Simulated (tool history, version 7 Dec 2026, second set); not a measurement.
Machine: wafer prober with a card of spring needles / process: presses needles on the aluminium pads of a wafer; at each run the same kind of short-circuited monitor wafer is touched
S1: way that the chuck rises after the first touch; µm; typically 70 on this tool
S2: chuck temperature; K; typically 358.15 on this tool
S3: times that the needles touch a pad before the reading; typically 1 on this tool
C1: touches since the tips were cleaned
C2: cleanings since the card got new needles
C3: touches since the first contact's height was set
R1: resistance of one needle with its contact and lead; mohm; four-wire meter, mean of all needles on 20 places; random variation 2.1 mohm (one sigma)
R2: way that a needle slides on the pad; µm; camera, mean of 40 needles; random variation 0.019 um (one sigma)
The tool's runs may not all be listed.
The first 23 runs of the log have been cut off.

run 24 day=9.054 | S1=59 S2=358.15 S3=1 | C1=3963 C2=25 C3=17949 | R1=256 R2=13.34
run 25 day=9.296 | S1=67 S2=316.15 S3=2 | C1=6555 C2=25 C3=20541 | R1=233 R2=15.17
-- day=9.454 tips cleaned on abrasive film
run 26 day=9.562 | S1=67 S2=316.15 S3=2 | C1=1173 C2=26 C3=23317 | R1=233 R2=15.16
run 27 day=10.092 | S1=67 S2=316.15 S3=2 | C1=6787 C2=26 C3=28931 | R1=238 R2=15.16
-- day=10.221 tips cleaned on abrasive film
run 28 day=10.588 | S1=73 S2=366.15 S3=2 | C1=3896 C2=27 C3=34141 | R1=241 R2=16.49
-- day=11.008 tips cleaned on abrasive film
run 29 day=11.129 | S1=61 S2=299.15 S3=2 | C1=1287 C2=28 C3=39874 | R1=231 R2=13.77
run 30 day=11.579 | S1=83 S2=342.15 S3=1 | C1=6040 C2=28 C3=44627 | R1=243 R2=18.75
-- day=11.762 tips cleaned on abrasive film
run 31 day=12.038 | S1=79 S2=358.15 S3=2 | C1=2897 C2=29 C3=49446 | R1=239 R2=17.85
run 32 day=12.3 | S1=66 S2=307.15 S3=3 | C1=5681 C2=29 C3=52230 | R1=228 R2=14.91
-- day=12.512 tips cleaned on abrasive film
run 33 day=12.75 | S1=70 S2=337.15 S3=1 | C1=2518 C2=30 C3=56981 | R1=242 R2=15.75
run 34 day=13.2 | S1=77 S2=394.15 S3=1 | C1=7294 C2=30 C3=61757 | R1=257 R2=17.36
-- day=13.258 tips cleaned on abrasive film
run 35 day=13.429 | S1=70 S2=314.15 S3=2 | C1=1818 C2=31 C3=64151 | R1=234 R2=15.75

Predict each of these 3 candidate next runs independently; none follows another, all start after run 35:
-- day=13.675 height of the first contact set anew
run A day=13.708 | S1=53 S2=368.15 S3=2 | C1=4648 C2=31 C3=357 | R1=? R2=?
-- day=13.675 height of the first contact set anew
run B day=13.708 | S1=70 S2=329.15 S3=2 | C1=4648 C2=31 C3=357 | R1=? R2=?
-- day=13.675 height of the first contact set anew
run C day=13.708 | S1=82 S2=393.15 S3=2 | C1=4648 C2=31 C3=357 | R1=? R2=?

run=A R1=252 R2=12.03
run=B R1=236 R2=15.9
run=C R1=253 R2=18.6
Without the tool's hidden state the same runs would have given:
run=A R1=240 R2=12.03
run=B R1=228 R2=15.9
run=C R1=247 R2=18.6
